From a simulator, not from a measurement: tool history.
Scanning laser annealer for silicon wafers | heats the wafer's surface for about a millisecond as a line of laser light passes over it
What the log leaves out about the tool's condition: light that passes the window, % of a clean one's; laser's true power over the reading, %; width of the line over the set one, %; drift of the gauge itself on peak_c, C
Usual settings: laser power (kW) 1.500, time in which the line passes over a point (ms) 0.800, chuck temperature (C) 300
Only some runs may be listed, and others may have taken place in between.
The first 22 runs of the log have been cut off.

run	day	laser power (kW)	time in which the line passes over a point (ms)	chuck temperature (C)	hours of work since the window was cleaned	hours of work since the power meter was calibrated	hours of work since the optics were aligned	highest temperature of the surface (C)
23	23.175	1.559	0.800	315	240	816	934	1140
24	24.242	1.500	0.783	300	252	828	946	1076
25	25.533	1.500	0.783	300	267	843	961	1072
26	26.258	1.500	0.714	286	275	852	970	1028
27	27.746	1.500	0.800	261	293	869	987	1039
# day 28.158: optics aligned, line set to its width
28	29.221	1.500	0.800	261	307	884	12	1064
29	29.854	1.365	0.665	312	315	891	20	968
30	30.479	1.365	0.665	312	322	898	27	963
31	31.279	1.465	0.665	312	331	908	36	1023
32	32.100	1.451	0.797	294	341	917	46	1061
33	32.996	1.451	0.797	294	351	928	56	1059
34	34.050	1.500	0.807	306	364	940	68	1106
35	35.571	1.500	0.807	306	381	958	86	1101
36	36.425	1.500	0.807	306	391	967	96	1100

Forecast each of these 4 alternatives for the next run:
A	37.792	1.500	0.800	296	407	983	112	?
B	37.792	1.500	0.800	317	407	983	112	?
C	37.792	1.500	0.667	300	407	983	112	?
D	37.792	1.510	0.627	266	407	983	112	?

run	highest temperature of the surface (C)
A	1088
B	1109
C	1026
D	979
With no hidden state in the tool, these same runs would have given:
run	highest temperature of the surface (C)
A	1127
B	1148
C	1062
D	1014

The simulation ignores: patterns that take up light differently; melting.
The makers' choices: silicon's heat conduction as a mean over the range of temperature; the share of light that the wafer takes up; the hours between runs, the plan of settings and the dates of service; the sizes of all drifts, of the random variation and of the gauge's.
